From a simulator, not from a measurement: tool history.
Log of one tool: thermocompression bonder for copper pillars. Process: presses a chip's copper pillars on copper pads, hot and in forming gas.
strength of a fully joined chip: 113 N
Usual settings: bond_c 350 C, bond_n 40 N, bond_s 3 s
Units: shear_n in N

run 1 hour=0.0 | bond_c=350 bond_n=40 bond_s=3 | shear_n=47.5
run 2 hour=52.6 | bond_c=350 bond_n=40 bond_s=3 | shear_n=47.8
-- hour=115.8 forming gas filter changed
run 3 hour=115.8 | bond_c=350 bond_n=40 bond_s=3 | shear_n=52.4
run 4 hour=173.3 | bond_c=350 bond_n=40 bond_s=3 | shear_n=52.2
run 5 hour=233.7 | bond_c=350 bond_n=40 bond_s=3 | shear_n=51.7
run 6 hour=300.5 | bond_c=363 bond_n=40 bond_s=3 | shear_n=57.6
run 7 hour=359.5 | bond_c=363 bond_n=40 bond_s=3 | shear_n=56.7
run 8 hour=390.4 | bond_c=373 bond_n=40 bond_s=3 | shear_n=61.0
run 9 hour=447.5 | bond_c=350 bond_n=40 bond_s=3 | shear_n=50.9
run 10 hour=482.8 | bond_c=350 bond_n=31 bond_s=3 | shear_n=45.1
run 11 hour=523.8 | bond_c=350 bond_n=31 bond_s=3 | shear_n=45.1
run 12 hour=591.9 | bond_c=328 bond_n=40 bond_s=3 | shear_n=41.2
run 13 hour=659.3 | bond_c=328 bond_n=47 bond_s=3 | shear_n=44.3
run 14 hour=713.0 | bond_c=328 bond_n=47 bond_s=2 | shear_n=38.2
run 15 hour=769.6 | bond_c=350 bond_n=28 bond_s=3 | shear_n=42.3
run 16 hour=838.2 | bond_c=350 bond_n=28 bond_s=3 | shear_n=41.9
run 17 hour=899.1 | bond_c=350 bond_n=28 bond_s=3 | shear_n=41.4
-- hour=903.6 forming gas filter changed
run 18 hour=968.7 | bond_c=341 bond_n=35 bond_s=2 | shear_n=40.5
run 19 hour=1000.8 | bond_c=371 bond_n=28 bond_s=5 | shear_n=65.5
run 20 hour=1039.2 | bond_c=371 bond_n=34 bond_s=8 | shear_n=79.4
run 21 hour=1105.4 | bond_c=371 bond_n=46 bond_s=8 | shear_n=86.1
run 22 hour=1161.2 | bond_c=350 bond_n=39 bond_s=3 | shear_n=53.1
run 23 hour=1217.6 | bond_c=350 bond_n=39 bond_s=3 | shear_n=52.8
run 24 hour=1277.2 | bond_c=350 bond_n=39 bond_s=3 | shear_n=52.6
run 25 hour=1340.7 | bond_c=350 bond_n=39 bond_s=3 | shear_n=52.0
run 26 hour=1387.6 | bond_c=371 bond_n=37 bond_s=4 | shear_n=65.3
run 27 hour=1443.6 | bond_c=351 bond_n=45 bond_s=3 | shear_n=55.7
run 28 hour=1501.7 | bond_c=351 bond_n=45 bond_s=3 | shear_n=55.0
run 29 hour=1540.4 | bond_c=323 bond_n=40 bond_s=2 | shear_n=35.1

Forecast each of these 4 alternatives for the next run:
run A hour=1607.5 | bond_c=351 bond_n=40 bond_s=5 | shear_n=?
run B hour=1607.5 | bond_c=350 bond_n=34 bond_s=2 | shear_n=?
run C hour=1607.5 | bond_c=323 bond_n=57 bond_s=2 | shear_n=?
run D hour=1607.5 | bond_c=350 bond_n=40 bond_s=3 | shear_n=?

run=A shear_n=61.6
run=B shear_n=41.3
run=C shear_n=41.4
run=D shear_n=51.9
Without the tool's hidden state the same runs would have given:
run=A shear_n=61.0
run=B shear_n=40.0
run=C shear_n=39.7
run=D shear_n=50.8
